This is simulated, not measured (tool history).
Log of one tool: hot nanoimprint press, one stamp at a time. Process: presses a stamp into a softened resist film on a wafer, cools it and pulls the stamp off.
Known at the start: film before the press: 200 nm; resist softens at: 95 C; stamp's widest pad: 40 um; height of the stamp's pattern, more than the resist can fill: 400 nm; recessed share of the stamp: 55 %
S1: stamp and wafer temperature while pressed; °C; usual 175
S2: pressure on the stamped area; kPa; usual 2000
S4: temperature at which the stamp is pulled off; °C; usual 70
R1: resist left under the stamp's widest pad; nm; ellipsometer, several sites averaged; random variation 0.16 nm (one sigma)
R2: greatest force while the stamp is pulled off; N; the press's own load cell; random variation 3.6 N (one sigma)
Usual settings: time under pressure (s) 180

{"run": 1, "hour": 0.0, "S1": 175, "S2": 2000, "time under pressure (s)": 180, "S4": 70, "R1": 82.1, "R2": 266}
{"run": 2, "hour": 13.4, "S1": 175, "S2": 2000, "time under pressure (s)": 180, "S4": 70, "R1": 82.1, "R2": 196}
{"run": 3, "hour": 25.6, "S1": 175, "S2": 2000, "time under pressure (s)": 180, "S4": 70, "R1": 82, "R2": 209}
{"run": 4, "hour": 35.9, "S1": 185, "S2": 2000, "time under pressure (s)": 180, "S4": 70, "R1": 57.8, "R2": 202}
{"run": 5, "hour": 48.3, "S1": 185, "S2": 2000, "time under pressure (s)": 180, "S4": 70, "R1": 57.7, "R2": 204}
{"run": 6, "hour": 57.3, "S1": 185, "S2": 2000, "time under pressure (s)": 180, "S4": 70, "R1": 57.6, "R2": 210}
{"run": 7, "hour": 67.3, "S1": 175, "S2": 2000, "time under pressure (s)": 180, "S4": 70, "R1": 81.8, "R2": 212}
{"run": 8, "hour": 73.4, "S1": 175, "S2": 2000, "time under pressure (s)": 180, "S4": 70, "R1": 81.5, "R2": 211}
{"run": 9, "hour": 88.2, "S1": 175, "S2": 2000, "time under pressure (s)": 180, "S4": 70, "R1": 86.3, "R2": 211}
{"run": 10, "hour": 100.4, "S1": 175, "S2": 2000, "time under pressure (s)": 180, "S4": 70, "R1": 86.2, "R2": 221}
{"run": 11, "hour": 108.0, "S1": 164, "S2": 2000, "time under pressure (s)": 180, "S4": 70, "R1": 126.6, "R2": 224}
{"run": 12, "hour": 116.7, "S1": 164, "S2": 2000, "time under pressure (s)": 180, "S4": 70, "R1": 126.4, "R2": 221}
{"run": 13, "hour": 126.2, "S1": 164, "S2": 2000, "time under pressure (s)": 180, "S4": 70, "R1": 126.4, "R2": 229}
{"run": 14, "hour": 132.0, "S1": 164, "S2": 2000, "time under pressure (s)": 356, "S4": 70, "R1": 102.6, "R2": 226}
{"run": 15, "hour": 138.2, "S1": 175, "S2": 2000, "time under pressure (s)": 125, "S4": 70, "R1": 97.6, "R2": 230}
{"run": 16, "hour": 149.8, "S1": 175, "S2": 2000, "time under pressure (s)": 180, "S4": 70, "R1": 85.9, "R2": 231}
{"run": 17, "hour": 158.9, "S1": 175, "S2": 2170, "time under pressure (s)": 181, "S4": 70, "R1": 82, "R2": 228}
{"run": 18, "hour": 170.5, "S1": 183, "S2": 1950, "time under pressure (s)": 181, "S4": 70, "R1": 65.4, "R2": 237}
{"run": 19, "hour": 182.0, "S1": 171, "S2": 1950, "time under pressure (s)": 181, "S4": 62, "R1": 99.7, "R2": 273}
{"run": 20, "hour": 189.4, "S1": 171, "S2": 1950, "time under pressure (s)": 181, "S4": 62, "R1": 100, "R2": 278}
{"run": 21, "hour": 199.9, "S1": 174, "S2": 1950, "time under pressure (s)": 270, "S4": 70, "R1": 77.4, "R2": 240}
{"run": 22, "hour": 207.0, "S1": 174, "S2": 1950, "time under pressure (s)": 270, "S4": 70, "R1": 77, "R2": 248}
{"run": 23, "hour": 213.3, "S1": 174, "S2": 1890, "time under pressure (s)": 200, "S4": 68, "R1": 87.5, "R2": 252}
{"run": 24, "hour": 222.4, "S1": 174, "S2": 1890, "time under pressure (s)": 200, "S4": 68, "R1": 87.4, "R2": 252}
{"run": 25, "hour": 233.9, "S1": 181, "S2": 1850, "time under pressure (s)": 276, "S4": 68, "R1": 60.7, "R2": 259}
{"run": 26, "hour": 242.3, "S1": 181, "S2": 3070, "time under pressure (s)": 126, "S4": 68, "R1": 63.4, "R2": 261}
{"run": 27, "hour": 253.0, "S1": 181, "S2": 3070, "time under pressure (s)": 263, "S4": 72, "R1": 47.4, "R2": 247}
{"run": 28, "hour": 261.9, "S1": 181, "S2": 3070, "time under pressure (s)": 263, "S4": 72, "R1": 47.4, "R2": 251}
{"run": 29, "hour": 272.1, "S1": 175, "S2": 1870, "time under pressure (s)": 282, "S4": 68, "R1": 74.3, "R2": 280}
{"run": 30, "hour": 280.0, "S1": 171, "S2": 1740, "time under pressure (s)": 180, "S4": 70, "R1": 104.7, "R2": 259}
{"run": 31, "hour": 291.3, "S1": 175, "S2": 2000, "time under pressure (s)": 180, "S4": 72, "R1": 85, "R2": 250}

Not shown: 2 entries that the log had between the listed runs. Between which runs, and how does the tool's hidden state differ before and after?
Between runs 1 and 2: stamp cleaned and given a new release coat (hour 9.4)
  true temperature over the reading, C: 1.46 -> 1.48; pressure that arrives at the usual setting, %: 98.03 -> 98; grip of the stamp's worn release coat, % over a new coat's: 35.8 -> 0.4
  measured less the result without the state, R1: -3.6 -> -3.6 nm; R2: +65 -> -4 N
Between runs 8 and 9: plate thermocouple calibrated (hour 79)
  true temperature over the reading, C: 1.63 -> 0.14; pressure that arrives at the usual setting, %: 97.73 -> 97.68; grip of the stamp's worn release coat, % over a new coat's: 7.1 -> 8.4
  measured less the result without the state, R1: -4 -> +0.6 nm; R2: +8 -> +15 N
